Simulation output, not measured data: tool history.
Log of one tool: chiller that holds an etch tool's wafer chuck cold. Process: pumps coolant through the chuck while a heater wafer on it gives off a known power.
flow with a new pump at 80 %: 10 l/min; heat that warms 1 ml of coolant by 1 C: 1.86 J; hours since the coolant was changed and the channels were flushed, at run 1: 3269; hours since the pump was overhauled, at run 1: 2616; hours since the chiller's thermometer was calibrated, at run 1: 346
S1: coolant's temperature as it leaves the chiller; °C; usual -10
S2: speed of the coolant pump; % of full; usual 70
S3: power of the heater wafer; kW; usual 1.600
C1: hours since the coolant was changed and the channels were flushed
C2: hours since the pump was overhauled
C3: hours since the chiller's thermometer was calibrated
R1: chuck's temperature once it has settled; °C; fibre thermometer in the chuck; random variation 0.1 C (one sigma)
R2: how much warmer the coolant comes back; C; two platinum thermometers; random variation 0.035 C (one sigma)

{"run": 1, "hour": 0.0, "S1": -10, "S2": 70, "S3": 1.6, "C1": 3269, "C2": 2616, "C3": 346, "R1": 1.6, "R2": 5.85}
{"run": 2, "hour": 53.6, "S1": -10, "S2": 70, "S3": 1.6, "C1": 3323, "C2": 2670, "C3": 399, "R1": 1.7, "R2": 5.87}
{"run": 3, "hour": 140.8, "S1": -10, "S2": 70, "S3": 1.6, "C1": 3410, "C2": 2757, "C3": 486, "R1": 1.6, "R2": 5.9}
{"run": 4, "hour": 222.8, "S1": -10, "S2": 70, "S3": 1.6, "C1": 3492, "C2": 2839, "C3": 568, "R1": 1.6, "R2": 5.91}
{"run": 5, "hour": 341.1, "S1": -10, "S2": 70, "S3": 1.6, "C1": 3610, "C2": 2957, "C3": 687, "R1": 1.6, "R2": 5.87}
{"run": 6, "hour": 456.9, "S1": -10, "S2": 70, "S3": 1.6, "C1": 3726, "C2": 3073, "C3": 803, "R1": 1.6, "R2": 5.75}
{"run": 7, "hour": 541.4, "S1": -10, "S2": 70, "S3": 1.6, "C1": 3811, "C2": 3158, "C3": 887, "R1": 1.5, "R2": 5.79}
{"run": 8, "hour": 608.2, "S1": -10, "S2": 70, "S3": 1.107, "C1": 3877, "C2": 3225, "C3": 954, "R1": -1.9, "R2": 3.98}
{"run": 9, "hour": 705.0, "S1": -10, "S2": 70, "S3": 0.9, "C1": 3974, "C2": 3321, "C3": 1051, "R1": -3.4, "R2": 3.19}
{"run": 10, "hour": 805.3, "S1": -10, "S2": 70, "S3": 0.9, "C1": 4075, "C2": 3422, "C3": 1151, "R1": -3.4, "R2": 3.16}
{"run": 11, "hour": 905.6, "S1": -10, "S2": 60, "S3": 1.6, "C1": 4175, "C2": 3522, "C3": 1251, "R1": 2.9, "R2": 6.71}
{"run": 12, "hour": 1018.0, "S1": -11, "S2": 60, "S3": 1.6, "C1": 4287, "C2": 3634, "C3": 1364, "R1": 2.0, "R2": 6.72}
{"run": 13, "hour": 1125.8, "S1": -11, "S2": 60, "S3": 1.6, "C1": 4395, "C2": 3742, "C3": 1471, "R1": 2.0, "R2": 6.72}
{"run": 14, "hour": 1200.2, "S1": -11, "S2": 60, "S3": 1.6, "C1": 4469, "C2": 3817, "C3": 1546, "R1": 2.2, "R2": 6.66}
{"run": 15, "hour": 1258.7, "S1": -10, "S2": 95, "S3": 1.6, "C1": 4528, "C2": 3875, "C3": 1604, "R1": -0.7, "R2": 4.04}
{"run": 16, "hour": 1317.0, "S1": -10, "S2": 70, "S3": 1.6, "C1": 4586, "C2": 3933, "C3": 1663, "R1": 1.3, "R2": 5.63}
{"run": 17, "hour": 1384.6, "S1": -3, "S2": 61, "S3": 1.6, "C1": 4654, "C2": 4001, "C3": 1730, "R1": 9.8, "R2": 6.5}
{"run": 18, "hour": 1442.8, "S1": -15, "S2": 70, "S3": 0.989, "C1": 4712, "C2": 4059, "C3": 1788, "R1": -7.8, "R2": 3.35}
{"run": 19, "hour": 1537.7, "S1": -10, "S2": 100, "S3": 1.6, "C1": 4807, "C2": 4154, "C3": 1883, "R1": -1.1, "R2": 3.78}
{"run": 20, "hour": 1591.5, "S1": -6, "S2": 87, "S3": 0.948, "C1": 4861, "C2": 4208, "C3": 1937, "R1": -0.1, "R2": 2.44}
{"run": 21, "hour": 1706.9, "S1": -17, "S2": 65, "S3": 0.935, "C1": 4976, "C2": 4323, "C3": 2052, "R1": -9.8, "R2": 3.31}
{"run": 22, "hour": 1761.8, "S1": -17, "S2": 65, "S3": 0.935, "C1": 5031, "C2": 4378, "C3": 2107, "R1": -10.0, "R2": 3.39}
{"run": 23, "hour": 1818.8, "S1": -17, "S2": 65, "S3": 0.935, "C1": 5088, "C2": 4435, "C3": 2164, "R1": -9.8, "R2": 3.35}
{"hour": 1827.8, "done": "gauge calibrated"}
{"run": 24, "hour": 1909.9, "S1": -10, "S2": 75, "S3": 1.45, "C1": 5179, "C2": 4526, "C3": 2256, "R1": 0.1, "R2": 4.99}
{"run": 25, "hour": 2008.1, "S1": -12, "S2": 91, "S3": 2.241, "C1": 5277, "C2": 4625, "C3": 2354, "R1": 1.5, "R2": 6.31}
{"run": 26, "hour": 2135.8, "S1": -12, "S2": 91, "S3": 2.241, "C1": 5405, "C2": 4752, "C3": 2481, "R1": 1.4, "R2": 6.26}
{"run": 27, "hour": 2221.1, "S1": -19, "S2": 75, "S3": 1.903, "C1": 5490, "C2": 4838, "C3": 2567, "R1": -5.9, "R2": 6.46}
{"run": 28, "hour": 2302.2, "S1": -9, "S2": 82, "S3": 1.613, "C1": 5571, "C2": 4919, "C3": 2648, "R1": 1.4, "R2": 4.94}
{"run": 29, "hour": 2401.8, "S1": -16, "S2": 70, "S3": 0.866, "C1": 5671, "C2": 5018, "C3": 2747, "R1": -9.9, "R2": 3.05}
{"run": 30, "hour": 2517.5, "S1": -4, "S2": 94, "S3": 1.68, "C1": 5787, "C2": 5134, "C3": 2863, "R1": 6.0, "R2": 4.42}
{"run": 31, "hour": 2593.5, "S1": 0, "S2": 64, "S3": 1.549, "C1": 5863, "C2": 5210, "C3": 2939, "R1": 12.0, "R2": 6.07}
{"run": 32, "hour": 2654.5, "S1": 0, "S2": 64, "S3": 1.549, "C1": 5924, "C2": 5271, "C3": 3000, "R1": 12.0, "R2": 6.04}

Forecast each of these 3 alternatives for the next run:
{"hour": 2723.8, "done": "chiller's thermometer calibrated"}
{"run": "A", "hour": 2771.7, "S1": -4, "S2": 64, "S3": 1.229, "C1": 6040, "C2": 5387, "C3": 48, "R1": "?", "R2": "?"}
{"hour": 2723.8, "done": "chiller's thermometer calibrated"}
{"run": "B", "hour": 2771.7, "S1": -10, "S2": 70, "S3": 1.286, "C1": 6040, "C2": 5387, "C3": 48, "R1": "?", "R2": "?"}
{"hour": 2723.8, "done": "chiller's thermometer calibrated"}
{"run": "C", "hour": 2771.7, "S1": 0, "S2": 95, "S3": 0.808, "C1": 6040, "C2": 5387, "C3": 48, "R1": "?", "R2": "?"}

run=A R1=5.5 R2=4.72
run=B R1=-0.9 R2=4.56
run=C R1=4.7 R2=1.95
Without the tool's hidden state the same runs would have given:
run=A R1=5.5 R2=4.91
run=B R1=-0.9 R2=4.76
run=C R1=4.7 R2=2.14
